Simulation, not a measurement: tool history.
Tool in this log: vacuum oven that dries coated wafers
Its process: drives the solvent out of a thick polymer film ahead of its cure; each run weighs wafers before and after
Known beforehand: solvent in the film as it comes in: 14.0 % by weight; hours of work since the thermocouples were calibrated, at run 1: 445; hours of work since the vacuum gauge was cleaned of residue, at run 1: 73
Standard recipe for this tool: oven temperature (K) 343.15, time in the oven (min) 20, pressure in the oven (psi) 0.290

| run | day | oven temperature (K) | time in the oven (min) | pressure in the oven (psi) | hours of work since the thermocouples were calibrated | hours of work since the vacuum gauge was cleaned of residue | solvent left in the film (%) |
|---|---|---|---|---|---|---|---|
| 1 | 0.000 | 343.15 | 20 | 0.290 | 445 | 73 | 2.42 |
| 2 | 0.662 | 343.15 | 20 | 0.290 | 453 | 81 | 2.42 |
| 3 | 1.083 | 343.15 | 20 | 0.290 | 458 | 86 | 2.37 |
| 4 | 1.542 | 343.15 | 20 | 0.290 | 464 | 91 | 2.46 |
| 5 | 2.133 | 343.15 | 20 | 0.290 | 471 | 98 | 2.51 |
| 6 | 2.788 | 354.15 | 20 | 0.290 | 478 | 106 | 0.68 |
| 7 | 3.575 | 354.15 | 20 | 0.290 | 488 | 116 | 0.69 |
| 8 | 4.012 | 354.15 | 20 | 0.290 | 493 | 121 | 0.71 |
| 9 | 4.717 | 354.15 | 20 | 0.290 | 501 | 129 | 0.71 |
| 10 | 5.529 | 354.15 | 32 | 0.168 | 511 | 139 | 0.33 |
| 11 | 6.258 | 348.15 | 34 | 0.645 | 520 | 147 | 1.62 |
| 12 | 6.908 | 329.15 | 30 | 0.645 | 527 | 155 | 7.01 |
| 13 | 7.283 | 329.15 | 30 | 0.645 | 532 | 160 | 7.08 |
| 14 | 7.633 | 329.15 | 30 | 0.645 | 536 | 164 | 7.15 |
| 15 | 8.396 | 329.15 | 30 | 0.645 | 545 | 173 | 7.00 |
| 16 | 8.912 | 354.15 | 11 | 0.321 | 551 | 179 | 1.53 |
| 17 | 9.717 | 354.15 | 20 | 0.321 | 561 | 189 | 0.80 |

3 options for the next run, each taken on its own from the tool as it stands now. Forecast them:
| A | 10.162 | 357.15 | 21 | 0.290 | 566 | 194 | ? |
| B | 10.162 | 354.15 | 20 | 0.370 | 566 | 194 | ? |
| C | 10.162 | 335.15 | 20 | 0.290 | 566 | 194 | ? |

| run | solvent left in the film (%) |
|---|---|
| A | 0.52 |
| B | 0.85 |
| C | 4.98 |
Take away the tool's hidden state, keep each run's random variation, and the runs would have read:
| run | solvent left in the film (%) |
|---|---|
| A | 0.52 |
| B | 0.85 |
| C | 4.99 |
